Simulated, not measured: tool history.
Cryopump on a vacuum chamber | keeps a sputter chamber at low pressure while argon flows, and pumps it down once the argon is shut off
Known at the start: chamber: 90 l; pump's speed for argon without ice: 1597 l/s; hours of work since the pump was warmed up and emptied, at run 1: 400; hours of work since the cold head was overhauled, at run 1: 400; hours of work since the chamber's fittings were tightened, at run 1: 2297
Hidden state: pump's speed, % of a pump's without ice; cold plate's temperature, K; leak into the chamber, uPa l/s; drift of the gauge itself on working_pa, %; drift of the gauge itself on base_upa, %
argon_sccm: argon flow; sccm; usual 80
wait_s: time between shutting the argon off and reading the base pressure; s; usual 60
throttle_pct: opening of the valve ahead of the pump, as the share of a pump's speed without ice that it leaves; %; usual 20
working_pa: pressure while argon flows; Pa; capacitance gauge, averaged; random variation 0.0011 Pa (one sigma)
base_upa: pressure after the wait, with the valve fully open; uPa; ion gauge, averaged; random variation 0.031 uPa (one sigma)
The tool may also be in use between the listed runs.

run   hour  argon_sccm  wait_s  throttle_pct  hours of work since the pump was warmed up and emptied  hours of work since the cold head was overhauled  hours of work since the chamber's fittings were tightened  working_pa  base_upa
  1    0.0          80      60            20                                                     400                                               400                                                       2297      0.4303      2.83
  2   19.4          80      60            20                                                     410                                               410                                                       2308      0.4294      2.86
  3   45.0          80      60            20                                                     424                                               424                                                       2321      0.4302      2.85
  4   62.5          80      60            20                                                     433                                               433                                                       2331      0.4298      2.86
  5   81.4          80     218            20                                                     443                                               443                                                       2341      0.4333      1.88
  6  111.2          80      60            20                                                     459                                               459                                                       2357      0.4314      2.89
  7  125.1          80      60            20                                                     466                                               466                                                       2364      0.4296      2.95
  8  146.8          80      60            20                                                     478                                               478                                                       2376      0.4307      2.98
  9  175.2          80      60            20                                                     493                                               493                                                       2391      0.4303      2.90
 10  208.8          80      60            21                                                     511                                               511                                                       2409      0.4120      3.01
 11  231.5          80      60            21                                                     523                                               523                                                       2421      0.4116      2.93
 12  264.2         124      60            20                                                     541                                               541                                                       2439      0.6686      2.95
 13  291.3          89      60            20                                                     555                                               555                                                       2453      0.4811      3.04
 14  316.5          89      60            20                                                     568                                               568                                                       2466      0.4826      3.02
 15  338.7          89      60            20                                                     580                                               580                                                       2478      0.4817      2.93
 16  353.4          89      60            20                                                     588                                               588                                                       2486      0.4804      3.07
 17  371.9          89      60            20                                                     598                                               598                                                       2496      0.4815      3.05
 18  401.1         143      48            24                                                     614                                               614                                                       2512      0.6503      3.39
 19  432.1          77     163            51                                                     630                                               630                                                       2528      0.1695      2.13
 20  452.1          77     163            51                                                     641                                               641                                                       2539      0.1689      2.15
 21  485.7          77     163            51                                                     659                                               659                                                       2557      0.1696      2.12

Run 22 comes next. What will it give?
 22  510.1         134     100            27                                                     672                                               672                                                       2570           ?         ?

Run 22 gave working_pa 0.5447 Pa, base_upa 2.51 uPa.
Without the tool's hidden state the same run would have given working_pa 0.5253 Pa, base_upa 1.01 uPa.

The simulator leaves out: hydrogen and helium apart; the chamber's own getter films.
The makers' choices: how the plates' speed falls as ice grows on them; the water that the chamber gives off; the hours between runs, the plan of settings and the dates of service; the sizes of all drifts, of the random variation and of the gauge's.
